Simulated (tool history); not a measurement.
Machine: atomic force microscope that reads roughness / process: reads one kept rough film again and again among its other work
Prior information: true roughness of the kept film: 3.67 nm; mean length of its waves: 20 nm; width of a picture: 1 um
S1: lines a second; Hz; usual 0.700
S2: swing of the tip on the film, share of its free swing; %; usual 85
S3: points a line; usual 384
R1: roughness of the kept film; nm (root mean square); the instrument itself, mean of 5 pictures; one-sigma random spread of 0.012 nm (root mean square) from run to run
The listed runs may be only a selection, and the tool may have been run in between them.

run,hour,S1,S2,S3,R1
1,0.0,0.700,85,384,2.679
2,13.2,0.700,85,384,2.667
3,26.8,0.700,85,384,2.610
4,36.0,0.700,85,384,2.585
5,51.9,0.700,85,384,2.534
6,59.7,0.700,63,384,2.555
7,69.2,0.700,63,384,2.517
8,84.6,0.700,85,384,2.437
9,94.0,0.700,85,830,2.438
10,107.9,0.700,85,384,2.378
11,118.9,0.564,85,384,2.348
12,125.6,0.564,85,291,2.325
13,133.3,0.564,85,291,2.309
14,148.2,0.564,85,291,2.759
15,160.1,0.564,85,291,2.720
16,167.5,0.564,85,291,2.696
17,181.9,0.564,85,291,2.672
18,189.4,0.564,85,291,2.616
19,205.4,0.700,85,425,2.601
20,216.8,1.083,85,384,2.509
21,226.2,1.083,85,384,2.475
22,239.1,1.083,85,384,2.473
23,253.7,1.083,85,384,2.401
24,260.6,0.700,59,384,2.505
25,275.7,0.700,85,384,2.396
26,284.0,0.700,75,384,2.394
27,294.8,0.581,75,384,2.415
28,308.4,0.581,75,384,2.358
29,320.5,0.581,86,384,2.768
30,330.9,0.581,86,384,2.746
31,346.7,0.583,84,530,2.710
32,360.8,0.583,84,530,2.695
33,367.8,2.055,55,778,2.675
34,375.0,2.055,55,778,2.666
35,386.7,1.803,63,288,2.543
36,397.7,1.803,79,478,2.482
37,408.0,0.700,85,503,2.511
38,415.7,1.666,88,503,2.363
39,431.6,2.110,88,431,2.259
40,444.6,1.251,83,353,2.360
41,456.2,0.700,66,384,2.422
42,472.0,0.700,66,384,2.394
43,487.0,0.700,90,838,2.723
44,500.4,1.235,85,360,2.602
45,511.5,2.676,71,313,2.549
46,517.9,0.867,71,313,2.624
47,532.0,0.700,79,825,2.626
48,538.5,2.451,70,384,2.512
49,554.4,2.451,70,389,2.476
50,561.1,2.595,70,829,2.464
51,575.2,2.595,79,829,2.354
52,586.3,0.605,68,730,2.502

Put back what was entered between runs (3 entries, withheld): which listed runs does each sit between, and how does the hidden state differ from the listed run before to the listed run after?
Logged between run 13 and run 14: new tip fitted (hour 146.2)
  radius of the tip, nm: 14.1 -> 7.3; height scale over the true one, %: 0.27 -> 0.28
  measured result minus the result with no hidden state, R1: -0.467 -> -0.019 nm (root mean square)
Logged between run 28 and run 29: new tip fitted (hour 313.2)
  radius of the tip, nm: 14.1 -> 7.5; height scale over the true one, %: 0.45 -> 0.46
  measured result minus the result with no hidden state, R1: -0.474 -> -0.026 nm (root mean square)
Logged between run 42 and run 43: new tip fitted (hour 479.5)
  radius of the tip, nm: 14 -> 8.1; height scale over the true one, %: 0.61 -> 0.63
  measured result minus the result with no hidden state, R1: -0.469 -> -0.066 nm (root mean square)
